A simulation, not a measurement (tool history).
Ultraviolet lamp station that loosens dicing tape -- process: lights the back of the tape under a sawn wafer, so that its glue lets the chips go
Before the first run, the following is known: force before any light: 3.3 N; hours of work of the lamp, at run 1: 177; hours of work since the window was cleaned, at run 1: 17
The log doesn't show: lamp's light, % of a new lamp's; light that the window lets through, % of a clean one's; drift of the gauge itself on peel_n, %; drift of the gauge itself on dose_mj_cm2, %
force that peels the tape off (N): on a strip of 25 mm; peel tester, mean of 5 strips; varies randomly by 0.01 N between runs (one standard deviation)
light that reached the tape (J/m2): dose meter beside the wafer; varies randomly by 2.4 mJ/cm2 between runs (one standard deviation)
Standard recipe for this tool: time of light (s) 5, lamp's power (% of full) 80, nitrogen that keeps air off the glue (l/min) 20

run	hour	time of light (s)	lamp's power (% of full)	nitrogen that keeps air off the glue (l/min)	hours of work of the lamp	hours of work since the window was cleaned	force that peels the tape off (N)	light that reached the tape (J/m2)
1	0	5	80	20	177	17	0.492	2290
2	4.4	5	80	20	180	20	0.493	2360
3	11.6	5	80	20	186	26	0.499	2310
4	18.5	5	80	20	191	31	0.504	2290
5	25.9	5	80	20	197	37	0.489	2250
6	35.4	5	80	20	204	44	0.473	2290
7	42.1	4	80	20	209	49	0.678	1810
8	50.9	4	80	20	216	56	0.704	1790
9	57.3	5	87	20	221	61	0.451	2420
10	62.5	5	80	20	225	65	0.504	2230
11	70.2	5	80	20	230	71	0.51	2230
12	77.1	5	80	20	236	76	0.518	2220
13	82	5	80	20	239	80	0.525	2240
14	87.7	5	80	20	244	84	0.528	2220
15	92.2	5	72	20	247	87	0.604	2000
16	97.1	5	80	8	251	91	0.686	2240
17	104.2	5	69	20	256	97	0.652	1890
18	113.5	5	69	20	264	104	0.629	1890
19	119.1	5	69	20	268	108	0.629	1950
20	123.6	5	69	20	271	111	0.623	1900
21	133	5	69	20	278	119	0.668	1900
22	139.4	5	69	20	283	124	0.686	1870
23	147.5	5	80	6	290	130	0.751	2180
24	153.9	2	80	6	294	135	1.807	870
25	159.9	5	63	6	299	139	1.029	1700
26	167.1	5	65	6	305	145	0.968	1740
27	175.6	5	65	6	311	151	0.968	1720
28	184.5	4	79	14	318	158	0.811	1710
29	191.5	4	79	14	323	163	0.818	1700
30	198.9	4	79	14	329	169	0.817	1690
31	204.1	3	97	25	333	173	0.802	1520
32	208.6	8	77	25	336	176	0.31	3270
33	215.8	8	77	25	342	182	0.317	3240
34	220.8	8	77	25	346	186	0.297	3250
35	229.3	8	99	17	352	192	0.249	4100
36	238.2	7	97	7	359	199	0.371	3490
37	246.1	7	80	6	365	205	0.511	2900
38	254.1	5	79	19	371	211	0.597	1990
39	261.1	5	79	19	376	217	0.584	2020
40	269.7	5	79	19	383	223	0.606	2020
41	275.4	5	80	11	387	228	0.696	2050
42	284.8	4	95	24	395	235	0.61	1910
43	290.4	3	80	20	399	239	1.067	1190

5 ways to go on from here, each from the tool as it stands after run 43. What would each give?
A	296.9	7	84	37	404	244	?	?
B	296.9	4	64	14	404	244	?	?
C	296.9	4	73	27	404	244	?	?
D	296.9	3	66	8	404	244	?	?
E	296.9	5	99	20	404	244	?	?

run	force that peels the tape off (N)	light that reached the tape (J/m2)
A	0.323	2950
B	1.134	1300
C	0.833	1500
D	1.533	1010
E	0.438	2460
Without the tool's hidden state the same runs would have given:
run	force that peels the tape off (N)	light that reached the tape (J/m2)
A	0.259	3720
B	0.879	1640
C	0.62	1880
D	1.266	1270
E	0.325	3110
